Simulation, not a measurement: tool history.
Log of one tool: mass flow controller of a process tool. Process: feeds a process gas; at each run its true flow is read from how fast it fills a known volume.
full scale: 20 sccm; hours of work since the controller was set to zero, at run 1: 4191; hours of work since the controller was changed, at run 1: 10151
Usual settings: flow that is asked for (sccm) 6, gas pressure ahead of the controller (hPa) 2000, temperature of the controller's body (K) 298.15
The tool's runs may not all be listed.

| run | hour | flow that is asked for (sccm) | gas pressure ahead of the controller (hPa) | temperature of the controller's body (K) | hours of work since the controller was set to zero | hours of work since the controller was changed | true flow (%) |
|---|---|---|---|---|---|---|---|
| 1 | 0.0 | 6 | 2000 | 298.15 | 4191 | 10151 | 98.51 |
| 2 | 339.9 | 13 | 2000 | 298.15 | 4370 | 10330 | 99.24 |
| 3 | 609.0 | 6 | 2080 | 298.15 | 4512 | 10472 | 98.44 |
| 4 | 1032.1 | 6 | 2080 | 298.15 | 4735 | 10695 | 98.33 |
| 5 | 1475.3 | 6 | 2080 | 298.15 | 4968 | 10928 | 98.37 |
| 6 | 1709.2 | 6 | 2080 | 298.15 | 5092 | 11052 | 98.59 |
| 7 | 2209.5 | 8 | 1400 | 293.15 | 5355 | 11315 | 99.10 |
|  | 2345.1 | controller exchanged for a calibrated one |
| 8 | 2767.5 | 17 | 2590 | 298.15 | 223 | 223 | 99.46 |
| 9 | 3110.2 | 7 | 2120 | 305.15 | 403 | 403 | 99.08 |
| 10 | 3589.4 | 7 | 2120 | 305.15 | 656 | 656 | 99.06 |
| 11 | 4083.6 | 4 | 2120 | 306.15 | 916 | 916 | 98.84 |

5 ways to go on from here, each from the tool as it stands after run 11. What would each give?
| A | 4580.5 | 4 | 1570 | 303.15 | 1178 | 1178 | ? |
| B | 4580.5 | 3 | 1740 | 306.15 | 1178 | 1178 | ? |
| C | 4580.5 | 20 | 1650 | 304.15 | 1178 | 1178 | ? |
| D | 4580.5 | 4 | 2000 | 306.15 | 1178 | 1178 | ? |
| E | 4580.5 | 7 | 1470 | 294.15 | 1178 | 1178 | ? |

| run | true flow (%) |
|---|---|
| A | 99.21 |
| B | 98.96 |
| C | 100.87 |
| D | 98.88 |
| E | 99.21 |
Without the tool's hidden state the same runs would have given:
| run | true flow (%) |
|---|---|
| A | 98.83 |
| B | 98.59 |
| C | 100.49 |
| D | 98.51 |
| E | 98.84 |
